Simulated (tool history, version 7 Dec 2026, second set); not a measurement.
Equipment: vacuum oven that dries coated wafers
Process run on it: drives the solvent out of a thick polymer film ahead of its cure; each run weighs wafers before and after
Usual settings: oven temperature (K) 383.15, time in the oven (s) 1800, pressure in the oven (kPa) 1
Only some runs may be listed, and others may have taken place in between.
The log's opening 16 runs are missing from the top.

run      day  oven temperature (K)  time in the oven (s)  pressure in the oven (kPa)  solvent left in the film (%)
      55.308  -- vacuum gauge cleaned of residue and calibrated
 17   57.342                382.15                  1800                           1                          4.02
 18   61.525                382.15                  1800                           1                             4
 19   65.488                383.15                  1800                           1                          3.72
 20     69.9                383.15                  1800                           1                          3.76
 21   73.867                383.15                  1800                           1                          3.69
 22   77.683                383.15                  1800                           1                          3.66
 23   80.283                383.15                  1020                        1.49                          6.19
 24   84.025                391.15                  2820                        1.99                          1.12
 25   88.725                371.15                  2460                        1.53                          5.98
 26   91.004                395.15                  1260                        0.99                          2.15
 27   94.833                386.15                  2280                         1.9                           2.4
 28   98.979                379.15                  1800                           1                          4.76
 29  101.058                379.15                  1800                        1.63                          4.86
 30  104.108                379.15                  1800                        1.63                          4.96
 31  106.671                379.15                  1800                        1.63                          5.01
 32  108.658                395.15                  1860                         0.9                          1.12
 33  112.271                395.15                  1860                         0.9                             1
 34  116.858                375.15                  1800                        1.56                           6.1
 35  120.288                390.15                  2100                        2.81                          2.14
 36  122.392                390.15                  2100                        2.81                           2.1
 37  125.642                392.15                  2160                        2.81                          1.81
 38  129.808                379.15                  1800                         1.3                          4.86
 39    132.6                379.15                  1800                         1.3                          4.81
 40  134.621                372.15                  1440                        3.57                          8.35
 41   137.25                392.15                  1800                        1.13                          1.62

Below are 4 alternative next runs, each starting from the tool's condition after run 41. Predict each:
  A  141.712                374.15                  1800                        2.68                             ?
  B  141.712                378.15                  1980                        1.26                             ?
  C  141.712                386.15                  2100                           1                             ?
  D  141.712                383.15                  1800                        2.19                             ?

run  solvent left in the film (%)
  A                          6.59
  B                          4.64
  C                           2.2
  D                          3.97
Without the tool's hidden state the same runs would have given:
run  solvent left in the film (%)
  A                          6.68
  B                          4.73
  C                          2.23
  D                          4.06
